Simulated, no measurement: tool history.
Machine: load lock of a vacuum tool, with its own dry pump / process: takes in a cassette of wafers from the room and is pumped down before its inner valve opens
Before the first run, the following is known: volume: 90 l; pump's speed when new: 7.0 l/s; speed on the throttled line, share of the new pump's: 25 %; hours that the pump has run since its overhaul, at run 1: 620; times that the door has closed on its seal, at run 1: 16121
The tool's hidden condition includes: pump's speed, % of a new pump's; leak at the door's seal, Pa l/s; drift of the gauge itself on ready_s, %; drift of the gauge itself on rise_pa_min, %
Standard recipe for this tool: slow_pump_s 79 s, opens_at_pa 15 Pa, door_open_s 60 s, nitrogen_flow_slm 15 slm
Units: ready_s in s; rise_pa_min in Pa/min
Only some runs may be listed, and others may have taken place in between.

| run | hour | slow_pump_s | opens_at_pa | door_open_s | nitrogen_flow_slm | hours that the pump has run since its overhaul | times that the door has closed on its seal | incoming humidity of the room's air, % | ready_s | rise_pa_min |
|---|---|---|---|---|---|---|---|---|---|---|
| 1 | 0 | 79 | 15 | 60 | 15 | 620 | 16121 | 45 | 175.1 | 0.104 |
| 2 | 299.9 | 79 | 15 | 60 | 15 | 920 | 16621 | 46.8 | 174.6 | 0.11 |
| 3 | 464.9 | 79 | 15 | 60 | 15 | 1085 | 16896 | 48.9 | 175.2 | 0.112 |
| 4 | 741.6 | 79 | 15 | 60 | 15 | 1361 | 17357 | 42 | 174.4 | 0.109 |
| 5 | 922.8 | 79 | 15 | 60 | 14 | 1543 | 17660 | 46.7 | 175.4 | 0.111 |
| 6 | 1094.5 | 79 | 15 | 60 | 14 | 1714 | 17946 | 43.1 | 177.7 | 0.106 |
| 7 | 1346.8 | 79 | 15 | 139 | 15 | 1967 | 18367 | 45.7 | 176.5 | 0.133 |
| 8 | 1640 | 79 | 15 | 139 | 15 | 2260 | 18856 | 41.1 | 175.6 | 0.132 |
| 9 | 1834.6 | 78 | 15 | 60 | 15 | 2455 | 19180 | 45.6 | 178.4 | 0.124 |
| 10 | 1965.8 | 79 | 15 | 68 | 15 | 2586 | 19399 | 47.6 | 177.5 | 0.125 |
| 11 | 2208.7 | 79 | 15 | 68 | 15 | 2829 | 19804 | 46.8 | 178.1 | 0.126 |
| 12 | 2471.8 | 79 | 15 | 68 | 15 | 3092 | 20243 | 43 | 179.4 | 0.129 |
| 13 | 2775.1 | 79 | 15 | 68 | 16 | 3395 | 20749 | 48.2 | 179.7 | 0.135 |
| 14 | 3049.2 | 79 | 15 | 68 | 16 | 3669 | 21206 | 42.8 | 181.3 | 0.133 |
| 15 | 3192.8 | 79 | 15 | 68 | 16 | 3813 | 21445 | 43.9 | 178.5 | 0.134 |
| 16 | 3403 | 79 | 15 | 68 | 16 | 4023 | 21796 | 46.1 | 178.1 | 0.148 |
| 17 | 3639.7 | 79 | 15 | 68 | 16 | 4260 | 22191 | 45.8 | 180.5 | 0.144 |
| 18 | 3874.4 | 79 | 15 | 80 | 15 | 4494 | 22582 | 42.6 | 181.4 | 0.146 |
| 19 | 4062.2 | 79 | 26 | 70 | 15 | 4682 | 22895 | 43.2 | 172.9 | 0.147 |
| 20 | 4363.9 | 41 | 15 | 60 | 15 | 4984 | 23398 | 45 | 152.9 | 0.142 |
| 21 | 4574.7 | 60 | 25 | 60 | 35 | 5195 | 23750 | 46.5 | 159.6 | 0.145 |
| 22 | 4722.2 | 103 | 20 | 33 | 6 | 5342 | 23996 | 43.5 | 192.6 | 0.151 |
| 23 | 4865.9 | 110 | 15 | 29 | 20 | 5486 | 24235 | 46.6 | 204.5 | 0.143 |
| 24 | 5090.2 | 46 | 10 | 60 | 21 | 5710 | 24609 | 45.2 | 164.9 | 0.151 |
| 25 | 5357.9 | 79 | 15 | 125 | 18 | 5978 | 25056 | 40.3 | 182.6 | 0.17 |
| 26 | 5494.3 | 76 | 27 | 61 | 11 | 6114 | 25283 | 42.5 | 171.5 | 0.167 |
| 27 | 5790.7 | 79 | 15 | 60 | 34 | 6411 | 25778 | 43.3 | 182.4 | 0.153 |
| 28 | 5915.9 | 79 | 28 | 60 | 34 | 6536 | 25986 | 46.6 | 172.8 | 0.159 |
| 29 | 6167 | 79 | 15 | 62 | 15 | 6787 | 26405 | 46.5 | 186.1 | 0.178 |
| 30 | 6323.4 | 79 | 15 | 62 | 15 | 6943 | 26666 | 43 | 184.5 | 0.173 |
| 31 | 6485.3 | 79 | 15 | 62 | 15 | 7105 | 26936 | 45.7 | 184.6 | 0.176 |
| 32 | 6783.6 | 79 | 28 | 60 | 9 | 7403 | 27433 | 43.4 | 178 | 0.191 |
| 33 | 6962.8 | 79 | 28 | 60 | 9 | 7583 | 27732 | 40.1 | 175.2 | 0.187 |
| 34 | 7249.1 | 79 | 28 | 60 | 38 | 7869 | 28210 | 46.5 | 176.3 | 0.172 |
| 35 | 7421 | 56 | 15 | 60 | 15 | 8041 | 28496 | 43.1 | 170.2 | 0.187 |
| 36 | 7590.9 | 44 | 11 | 86 | 5 | 8211 | 28780 | 48.5 | 166.6 | 0.219 |

Here are 3 independent what-if runs from the current tool condition. What would each one return?
| A | 7785.4 | 77 | 11 | 159 | 14 | 8405 | 29104 | 47.9 | ? | ? |
| B | 7785.4 | 79 | 16 | 60 | 37 | 8405 | 29104 | 46.9 | ? | ? |
| C | 7785.4 | 75 | 27 | 86 | 13 | 8405 | 29104 | 47 | ? | ? |

| run | ready_s | rise_pa_min |
|---|---|---|
| A | 190.2 | 0.228 |
| B | 186.5 | 0.183 |
| C | 174.6 | 0.202 |
The same runs, with their run-to-run variation unchanged, on a tool lacking any hidden condition would have given:
| run | ready_s | rise_pa_min |
|---|---|---|
| A | 176.1 | 0.066 |
| B | 173.2 | 0.025 |
| C | 162.2 | 0.042 |
